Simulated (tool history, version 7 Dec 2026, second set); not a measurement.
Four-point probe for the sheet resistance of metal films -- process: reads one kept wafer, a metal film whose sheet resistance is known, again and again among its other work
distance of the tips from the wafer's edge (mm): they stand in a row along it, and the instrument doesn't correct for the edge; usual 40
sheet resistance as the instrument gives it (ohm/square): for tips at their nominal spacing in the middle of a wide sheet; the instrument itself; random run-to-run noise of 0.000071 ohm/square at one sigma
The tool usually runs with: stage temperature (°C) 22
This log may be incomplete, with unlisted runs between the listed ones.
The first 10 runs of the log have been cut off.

run     day  stage temperature (°C)  distance of the tips from the wafer's edge (mm)  touches since the probe head was changed  hours of work since the stage's thermometer was calibrated  sheet resistance as the instrument gives it (ohm/square)
 11  11.929                      22                                               40                                     63544                                                         261                                                  0.352602
     12.046  -- stage's thermometer calibrated
 12  13.354                      22                                               40                                     65163                                                          18                                                  0.352433
 13  14.829                      22                                               40                                     66860                                                          38                                                  0.352416
 14  15.904                      22                                               40                                     68096                                                          53                                                  0.352473
     17.075  -- stage's thermometer calibrated, once more
 15  17.679                      22                                               44                                     70117                                                           8                                                  0.352135
 16  19.025                      22                                               44                                     71663                                                          27                                                  0.352155
 17  19.942                      22                                               44                                     72720                                                          39                                                  0.352081
     20.521  -- new probe head fitted
 18  21.375                      31                                               40                                       982                                                          58                                                  0.353500
 19  23.125                      19                                                8                                      2996                                                          82                                                  0.355816
 20  24.658                      23                                               11                                      4761                                                         103                                                  0.354778
 21  26.346                      18                                                5                                      6703                                                         126                                                  0.357715
 22  28.075                      18                                                5                                      8691                                                         149                                                  0.357526
 23  29.675                      20                                                9                                     10533                                                         171                                                  0.355219
 24  31.388                      21                                                9                                     12506                                                         194                                                  0.355046
 25  32.846                      26                                                3                                     14183                                                         214                                                  0.361989
 26  33.833                      26                                                3                                     15321                                                         227                                                  0.361887
 27  35.146                      27                                               37                                     16831                                                         245                                                  0.353277
 28  36.792                      26                                               72                                     18722                                                         268                                                  0.353340
 29  38.058                      28                                               32                                     20182                                                         285                                                  0.353104
 30  39.488                      18                                               45                                     21828                                                         304                                                  0.354158
 31  41.104                      22                                               45                                     23686                                                         326                                                  0.353688
 32  41.962                      35                                                6                                     24677                                                         338                                                  0.354325
 33  43.442                      19                                               40                                     26378                                                         358                                                  0.353816
 34  44.642                      33                                               69                                     27757                                                         374                                                  0.352383
 35  46.079                      33                                                8                                     29410                                                         394                                                  0.353554

Predict each of these 5 candidate next runs independently; none follows another, all start after run 35:
  A  47.421                      30                                               40                                     30957                                                         412                                                         ?
  B  47.421                      33                                               21                                     30957                                                         412                                                         ?
  C  47.421                      22                                                8                                     30957                                                         412                                                         ?
  D  47.421                      22                                                4                                     30957                                                         412                                                         ?
  E  47.421                      22                                               40                                     30957                                                         412                                                         ?

run  sheet resistance as the instrument gives it (ohm/square)
  A                                                  0.352608
  B                                                  0.352393
  C                                                  0.354516
  D                                                  0.358041
  E                                                  0.353284
Without the tool's hidden state the same runs would have given:
run  sheet resistance as the instrument gives it (ohm/square)
  A                                                  0.352371
  B                                                  0.352157
  C                                                  0.354276
  D                                                  0.357799
  E                                                  0.353044
